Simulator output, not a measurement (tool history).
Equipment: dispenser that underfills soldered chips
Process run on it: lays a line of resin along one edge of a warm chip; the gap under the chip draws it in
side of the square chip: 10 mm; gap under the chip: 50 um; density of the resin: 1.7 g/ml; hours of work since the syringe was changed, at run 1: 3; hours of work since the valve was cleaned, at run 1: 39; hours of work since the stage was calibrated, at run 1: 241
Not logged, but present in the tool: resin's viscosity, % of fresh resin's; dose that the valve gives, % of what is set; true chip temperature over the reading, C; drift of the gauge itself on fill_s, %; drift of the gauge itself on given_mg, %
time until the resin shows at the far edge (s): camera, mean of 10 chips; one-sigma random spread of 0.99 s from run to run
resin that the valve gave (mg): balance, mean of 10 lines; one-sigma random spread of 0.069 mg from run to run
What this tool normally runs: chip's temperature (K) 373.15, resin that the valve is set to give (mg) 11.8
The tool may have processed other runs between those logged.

| run | hour | chip's temperature (K) | resin that the valve is set to give (mg) | hours of work since the syringe was changed | hours of work since the valve was cleaned | hours of work since the stage was calibrated | time until the resin shows at the far edge (s) | resin that the valve gave (mg) |
|---|---|---|---|---|---|---|---|---|
| 1 | 0.0 | 373.15 | 11.8 | 3 | 39 | 241 | 126.2 | 11.53 |
| 2 | 5.2 | 373.15 | 11.8 | 7 | 43 | 245 | 174.3 | 11.48 |
|  | 7.4 | new syringe of resin |
| 3 | 9.3 | 373.15 | 13.4 | 1 | 46 | 248 | 109.6 | 12.88 |
| 4 | 16.5 | 387.15 | 11.8 | 7 | 52 | 254 | 94.5 | 11.38 |
|  | 19.3 | new syringe of resin |
| 5 | 25.1 | 387.15 | 11.8 | 5 | 58 | 261 | 78.6 | 11.27 |
| 6 | 29.9 | 373.15 | 13.2 | 8 | 62 | 264 | 174.4 | 12.59 |
|  | 31.5 | new syringe of resin |
| 7 | 38.8 | 373.15 | 13.2 | 6 | 69 | 271 | 145.5 | 12.69 |
|  | 43.1 | new syringe of resin |
| 8 | 45.0 | 373.15 | 11.8 | 2 | 73 | 276 | 111.2 | 11.19 |
| 9 | 53.4 | 364.15 | 11.8 | 8 | 80 | 283 | 267.2 | 11.17 |
|  | 55.1 | new syringe of resin |
| 10 | 62.7 | 364.15 | 11.8 | 6 | 87 | 290 | 229.5 | 11.05 |
|  | 66.7 | new syringe of resin |
| 11 | 69.5 | 364.15 | 11.2 | 2 | 92 | 295 | 177.2 | 10.54 |
| 12 | 76.7 | 373.15 | 10.4 | 8 | 98 | 301 | 190.9 | 9.74 |
|  | 78.7 | new syringe of resin |
| 13 | 85.9 | 373.15 | 10.4 | 6 | 105 | 308 | 161.1 | 9.71 |
|  | 90.3 | new syringe of resin |
| 14 | 93.9 | 373.15 | 11.8 | 3 | 111 | 314 | 125.4 | 10.96 |
| 15 | 98.5 | 373.15 | 11.8 | 6 | 115 | 317 | 163.4 | 11.00 |
|  | 102.1 | new syringe of resin |
| 16 | 103.1 | 373.15 | 10.7 | 1 | 118 | 321 | 112.2 | 9.88 |
| 17 | 108.9 | 373.15 | 11.8 | 5 | 123 | 325 | 149.9 | 10.84 |
|  | 113.9 | new syringe of resin |
| 18 | 113.9 | 373.15 | 12.0 | 0 | 126 | 329 | 97.8 | 11.04 |
| 19 | 121.1 | 379.15 | 11.8 | 6 | 132 | 335 | 118.3 | 10.90 |
|  | 124.0 | dispensing valve cleaned and set on the balance |
|  | 126.7 | new syringe of resin |
| 20 | 128.8 | 385.15 | 11.8 | 2 | 4 | 340 | 65.7 | 11.70 |
| 21 | 132.9 | 373.15 | 10.5 | 5 | 7 | 343 | 145.0 | 10.47 |
|  | 138.2 | new syringe of resin |
| 22 | 139.5 | 373.15 | 12.9 | 1 | 12 | 348 | 106.2 | 12.81 |
| 23 | 147.4 | 359.15 | 12.8 | 7 | 18 | 354 | 307.4 | 12.75 |
|  | 150.4 | new syringe of resin |
| 24 | 152.7 | 373.15 | 10.4 | 2 | 22 | 358 | 118.6 | 10.16 |
| 25 | 156.8 | 359.15 | 14.6 | 5 | 25 | 361 | 263.0 | 14.35 |
|  | 162.0 | new syringe of resin |
| 26 | 165.3 | 359.15 | 14.6 | 3 | 32 | 368 | 219.0 | 14.35 |
|  | 173.7 | new syringe of resin |
| 27 | 174.4 | 361.15 | 12.3 | 1 | 39 | 375 | 173.1 | 11.91 |
| 28 | 180.0 | 374.15 | 15.1 | 5 | 43 | 379 | 132.3 | 14.66 |
|  | 185.3 | new syringe of resin |
| 29 | 188.7 | 385.15 | 15.1 | 3 | 50 | 386 | 72.3 | 14.55 |
| 30 | 192.5 | 385.15 | 15.1 | 6 | 53 | 389 | 90.9 | 14.57 |
|  | 197.3 | new syringe of resin |
| 31 | 201.4 | 378.15 | 11.8 | 3 | 60 | 396 | 104.2 | 11.34 |
|  | 209.2 | new syringe of resin |
| 32 | 210.4 | 376.15 | 10.8 | 1 | 66 | 403 | 97.0 | 10.36 |
| 33 | 218.7 | 376.15 | 10.8 | 8 | 73 | 409 | 158.2 | 10.32 |
|  | 221.2 | new syringe of resin |
| 34 | 225.2 | 376.15 | 10.8 | 3 | 78 | 414 | 114.7 | 10.27 |
| 35 | 231.2 | 379.15 | 15.1 | 8 | 83 | 419 | 132.0 | 14.32 |
|  | 232.9 | new syringe of resin |
| 36 | 238.1 | 379.15 | 15.1 | 4 | 88 | 424 | 100.9 | 14.31 |

Branching from run 36: 3 alternative next runs. What would each branch give?
| A | 242.7 | 379.15 | 12.9 | 8 | 92 | 428 | ? | ? |
| B | 242.7 | 375.15 | 15.1 | 8 | 92 | 428 | ? | ? |
| C | 242.7 | 363.15 | 14.6 | 8 | 92 | 428 | ? | ? |

| run | time until the resin shows at the far edge (s) | resin that the valve gave (mg) |
|---|---|---|
| A | 136.7 | 12.18 |
| B | 156.5 | 14.20 |
| C | 262.6 | 13.65 |
Without the tool's hidden state the same runs would have given:
| run | time until the resin shows at the far edge (s) | resin that the valve gave (mg) |
|---|---|---|
| A | 73.3 | 12.97 |
| B | 83.8 | 15.11 |
| C | 140.7 | 14.52 |
